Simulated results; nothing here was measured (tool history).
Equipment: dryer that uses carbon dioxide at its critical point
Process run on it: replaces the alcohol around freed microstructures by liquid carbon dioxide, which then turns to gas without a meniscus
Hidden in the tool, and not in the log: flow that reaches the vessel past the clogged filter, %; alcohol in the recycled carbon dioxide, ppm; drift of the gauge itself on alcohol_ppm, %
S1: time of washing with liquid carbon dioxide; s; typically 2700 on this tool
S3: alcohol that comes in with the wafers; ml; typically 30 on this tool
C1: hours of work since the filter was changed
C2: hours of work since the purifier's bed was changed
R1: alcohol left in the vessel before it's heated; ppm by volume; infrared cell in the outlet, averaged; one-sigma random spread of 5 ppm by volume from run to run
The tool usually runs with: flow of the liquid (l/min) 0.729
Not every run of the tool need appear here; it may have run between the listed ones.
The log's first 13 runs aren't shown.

Run 14, hour 371.7: usual settings; C1 195; C2 536. Result: R1 157 ppm by volume.
Run 15, hour 404.3: usual settings; C1 219; C2 560. Result: R1 154 ppm by volume.
Run 16, hour 425.4: usual settings; C1 234; C2 576. Result: R1 155 ppm by volume.
Run 17, hour 444.4: usual settings; C1 248; C2 590. Result: R1 155 ppm by volume.
Run 18, hour 473.4: usual settings; C1 270; C2 611. Result: R1 165 ppm by volume.
Run 19, hour 501.9: usual settings but S3 80 ml; C1 291; C2 632. Result: R1 195 ppm by volume.
Run 20, hour 537.4: usual settings but S3 80 ml; C1 316; C2 658. Result: R1 206 ppm by volume.
Run 21, hour 571: usual settings but S3 80 ml; C1 341; C2 682. Result: R1 216 ppm by volume.
Run 22, hour 592.2: usual settings but S3 84 ml; C1 357; C2 698. Result: R1 230 ppm by volume.
Run 23, hour 634.1: usual settings but S1 2760 s, S3 84 ml; C1 387; C2 729. Result: R1 220 ppm by volume.
Run 24, hour 667.5: usual settings but S1 1800 s, flow of the liquid (l/min) 0.514, S3 23 ml; C1 412; C2 753. Result: R1 557 ppm by volume.
At hour 686.5: inlet filter changed.
Run 25, hour 694.9: usual settings but S1 2940 s, flow of the liquid (l/min) 1.128; C1 6; C2 772. Result: R1 192 ppm by volume.
Run 26, hour 728.6: usual settings but S3 69 ml; C1 31; C2 797. Result: R1 219 ppm by volume.
Run 27, hour 754: usual settings but S3 69 ml; C1 50; C2 816. Result: R1 206 ppm by volume.
Run 28, hour 789.6: usual settings but S1 2160 s, S3 69 ml; C1 76; C2 842. Result: R1 296 ppm by volume.
Run 29, hour 817.6: usual settings but S1 2160 s, S3 69 ml; C1 96; C2 862. Result: R1 291 ppm by volume.
Run 30, hour 837.2: usual settings but S3 112 ml; C1 110; C2 877. Result: R1 253 ppm by volume.
Run 31, hour 878.6: usual settings but flow of the liquid (l/min) 0.531, S3 24 ml; C1 141; C2 907. Result: R1 270 ppm by volume.
At hour 890: purifier's bed changed.
Run 32, hour 923.7: usual settings but flow of the liquid (l/min) 0.531, S3 24 ml; C1 172; C2 25. Result: R1 69 ppm by volume.
Run 33, hour 955: usual settings but S1 3420 s, flow of the liquid (l/min) 0.845, S3 99 ml; C1 195; C2 48. Result: R1 20 ppm by volume.
Run 34, hour 996.8: usual settings but S1 4020 s, flow of the liquid (l/min) 0.845, S3 20 ml; C1 225; C2 78. Result: R1 16 ppm by volume.
Run 35, hour 1026: usual settings but S1 4020 s, flow of the liquid (l/min) 0.845, S3 20 ml; C1 247; C2 100. Result: R1 20 ppm by volume.
Run 36, hour 1051.4: usual settings but S1 3840 s, flow of the liquid (l/min) 0.46; C1 265; C2 118. Result: R1 56 ppm by volume.

Estimate the outcome of run 37 from the log above:
Run 37, hour 1071.8: usual settings but S1 3840 s, flow of the liquid (l/min) 0.785, S3 64 ml; C1 280; C2 133. Result: R1 ?.

R1: 33 ppm by volume
With no hidden state in the tool, this same run would have given R1 0 ppm by volume.
